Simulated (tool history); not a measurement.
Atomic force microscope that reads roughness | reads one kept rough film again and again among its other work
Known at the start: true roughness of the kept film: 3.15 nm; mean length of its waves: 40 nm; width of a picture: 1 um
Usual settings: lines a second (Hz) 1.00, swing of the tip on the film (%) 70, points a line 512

run,day,lines a second (Hz),swing of the tip on the film (%),points a line,roughness of the kept film (nm (root mean square))
1,0.000,1.00,70,512,2.862
2,0.342,1.00,70,512,2.826
3,0.829,1.00,70,512,2.787
4,1.442,1.00,70,512,2.700
5,2.071,1.00,70,512,2.696
6,2.621,1.00,70,512,2.651
7,3.288,1.00,86,512,2.503
8,3.804,1.00,70,512,2.542
9,4.317,0.98,70,512,2.515
# day 4.688: new tip fitted
10,4.738,0.98,70,512,2.878
11,5.275,1.03,70,512,2.831
12,5.858,1.03,70,512,2.766
13,6.329,1.03,70,512,2.730
14,6.758,1.03,70,512,2.694
15,7.350,1.00,56,512,2.684
16,7.638,1.00,56,512,2.667
17,8.021,0.56,66,388,2.616
18,8.596,2.17,66,349,2.502
19,9.025,2.17,66,349,2.465
20,9.338,0.87,58,349,2.545
# day 9.696: new tip fitted
21,9.838,1.93,70,655,2.815
22,10.129,1.87,80,820,2.711
# day 10.229: height scale calibrated on a step standard
23,10.633,1.87,80,820,2.642
24,11.104,1.87,80,820,2.619
25,11.558,2.94,70,542,2.593
26,11.912,2.94,80,542,2.451
27,12.196,1.00,60,930,2.694
28,12.779,1.00,60,930,2.647
# day 12.942: height scale calibrated on a step standard, once more
29,13.438,1.00,67,767,2.593
30,13.758,2.40,67,767,2.502
31,14.267,2.40,67,767,2.465
# day 14.796: new tip fitted
32,14.946,0.80,70,512,2.900

Forecast each of these 3 alternatives for the next run:
A,15.412,1.25,83,610,?
B,15.412,1.39,71,347,?
C,15.412,0.72,70,447,?

run,roughness of the kept film (nm (root mean square))
A,2.743
B,2.790
C,2.840
Without the tool's hidden state the same runs would have given:
run,roughness of the kept film (nm (root mean square))
A,2.811
B,2.859
C,2.911
